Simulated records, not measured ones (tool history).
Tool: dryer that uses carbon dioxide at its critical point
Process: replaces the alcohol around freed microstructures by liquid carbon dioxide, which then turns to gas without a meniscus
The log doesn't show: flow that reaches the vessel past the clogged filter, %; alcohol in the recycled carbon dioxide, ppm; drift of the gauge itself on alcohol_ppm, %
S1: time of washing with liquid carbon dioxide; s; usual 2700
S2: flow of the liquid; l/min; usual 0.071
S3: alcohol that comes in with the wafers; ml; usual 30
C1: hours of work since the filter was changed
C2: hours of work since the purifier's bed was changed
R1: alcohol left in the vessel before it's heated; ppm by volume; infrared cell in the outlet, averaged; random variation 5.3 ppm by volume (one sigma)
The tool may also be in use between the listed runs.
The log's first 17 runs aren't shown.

run,hour,S1,S2,S3,C1,C2,R1
18,355.6,3540,0.1111,67,432,1005,212
19,374.3,2100,0.1208,30,444,1018,263
20,398.7,3000,0.0848,110,461,1035,378
21,417.6,2700,0.0599,30,474,1048,801
22,447.2,2700,0.0599,30,494,1068,844
23,463.9,2220,0.0599,32,506,1080,1851
# hour 471.6: purifier's bed changed
24,499.1,2700,0.071,83,528,19,805
# hour 510.9: inlet filter changed
25,533,2520,0.0605,117,15,41,1559
26,556.7,2700,0.075,30,31,58,98

Run 27 comes next. What will it give?
27,582.6,2700,0.1176,30,49,75,?

{"run 27": {"R1": 19}}
Without the tool's hidden state the same run would have given R1 1 ppm by volume.
